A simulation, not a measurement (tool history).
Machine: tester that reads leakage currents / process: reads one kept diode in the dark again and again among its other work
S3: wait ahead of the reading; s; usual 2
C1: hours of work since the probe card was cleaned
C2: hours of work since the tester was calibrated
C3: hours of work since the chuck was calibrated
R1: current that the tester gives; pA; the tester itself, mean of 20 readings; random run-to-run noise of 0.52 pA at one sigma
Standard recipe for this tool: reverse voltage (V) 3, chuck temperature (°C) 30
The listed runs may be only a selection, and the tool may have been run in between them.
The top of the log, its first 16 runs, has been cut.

run 17 day=16.554 | reverse_voltage_(V)=4.93 chuck_temperature_(°C)=30 S3=2 | C1=483 C2=453 C3=1469 | R1=223.62
run 18 day=17.188 | reverse_voltage_(V)=4.93 chuck_temperature_(°C)=30 S3=2 | C1=493 C2=463 C3=1479 | R1=223.59
run 19 day=17.971 | reverse_voltage_(V)=3 chuck_temperature_(°C)=30 S3=0.32 | C1=506 C2=475 C3=1491 | R1=183.67
run 20 day=19.038 | reverse_voltage_(V)=3 chuck_temperature_(°C)=30 S3=0.32 | C1=522 C2=492 C3=1508 | R1=185.37
run 21 day=20.029 | reverse_voltage_(V)=3 chuck_temperature_(°C)=30 S3=0.32 | C1=538 C2=507 C3=1524 | R1=185.48
run 22 day=21.362 | reverse_voltage_(V)=4.42 chuck_temperature_(°C)=60 S3=0.47 | C1=559 C2=528 C3=1544 | R1=1442.91
run 23 day=21.958 | reverse_voltage_(V)=1.49 chuck_temperature_(°C)=29 S3=0.92 | C1=568 C2=537 C3=1554 | R1=128.95
run 24 day=23.317 | reverse_voltage_(V)=6.56 chuck_temperature_(°C)=59 S3=0.73 | C1=589 C2=559 C3=1575 | R1=1591.52
run 25 day=24.633 | reverse_voltage_(V)=6.56 chuck_temperature_(°C)=59 S3=0.73 | C1=610 C2=579 C3=1596 | R1=1595.59
run 26 day=25.392 | reverse_voltage_(V)=6.56 chuck_temperature_(°C)=59 S3=0.73 | C1=622 C2=591 C3=1608 | R1=1583.76
run 27 day=26.079 | reverse_voltage_(V)=8.06 chuck_temperature_(°C)=21 S3=2.05 | C1=633 C2=602 C3=1618 | R1=144.52
run 28 day=27.496 | reverse_voltage_(V)=1.94 chuck_temperature_(°C)=50 S3=0.45 | C1=655 C2=624 C3=1641 | R1=570.45
run 29 day=28.358 | reverse_voltage_(V)=1.94 chuck_temperature_(°C)=50 S3=0.45 | C1=668 C2=638 C3=1654 | R1=569.05
run 30 day=29.054 | reverse_voltage_(V)=1.94 chuck_temperature_(°C)=50 S3=0.45 | C1=679 C2=649 C3=1665 | R1=569.66
run 31 day=29.708 | reverse_voltage_(V)=1.94 chuck_temperature_(°C)=50 S3=0.45 | C1=690 C2=659 C3=1675 | R1=571.31
run 32 day=30.867 | reverse_voltage_(V)=2.52 chuck_temperature_(°C)=57 S3=2 | C1=708 C2=677 C3=1693 | R1=965.49
run 33 day=31.471 | reverse_voltage_(V)=1.86 chuck_temperature_(°C)=33 S3=1.21 | C1=717 C2=686 C3=1703 | R1=185.93
run 34 day=32.846 | reverse_voltage_(V)=6.08 chuck_temperature_(°C)=33 S3=1.4 | C1=739 C2=708 C3=1724 | R1=301.07
run 35 day=33.833 | reverse_voltage_(V)=6.08 chuck_temperature_(°C)=33 S3=1.4 | C1=754 C2=723 C3=1740 | R1=300.98
run 36 day=35.217 | reverse_voltage_(V)=3 chuck_temperature_(°C)=33 S3=2 | C1=776 C2=745 C3=1761 | R1=225.43
run 37 day=36.3 | reverse_voltage_(V)=1.66 chuck_temperature_(°C)=42 S3=2 | C1=793 C2=762 C3=1778 | R1=326.22
run 38 day=37.692 | reverse_voltage_(V)=1.66 chuck_temperature_(°C)=42 S3=2 | C1=815 C2=784 C3=1800 | R1=325.53
run 39 day=38.817 | reverse_voltage_(V)=1.66 chuck_temperature_(°C)=20 S3=2 | C1=832 C2=802 C3=1818 | R1=71.07
run 40 day=39.492 | reverse_voltage_(V)=6.04 chuck_temperature_(°C)=25 S3=0.41 | C1=843 C2=812 C3=1829 | R1=177.34
run 41 day=40.546 | reverse_voltage_(V)=6.04 chuck_temperature_(°C)=25 S3=0.41 | C1=859 C2=829 C3=1845 | R1=177.45

3 options for the next run, each taken on its own from the tool as it stands now. Forecast them:
run A day=41.45 | reverse_voltage_(V)=1.34 chuck_temperature_(°C)=45 S3=9.91 | C1=874 C2=843 C3=1859 | R1=?
run B day=41.45 | reverse_voltage_(V)=3 chuck_temperature_(°C)=47 S3=2 | C1=874 C2=843 C3=1859 | R1=?
run C day=41.45 | reverse_voltage_(V)=9.32 chuck_temperature_(°C)=25 S3=5.49 | C1=874 C2=843 C3=1859 | R1=?

run=A R1=360.43
run=B R1=562.67
run=C R1=204.6
Had the tool no hidden state, the same runs would have come out as:
run=A R1=340.47
run=B R1=531.76
run=C R1=189.88
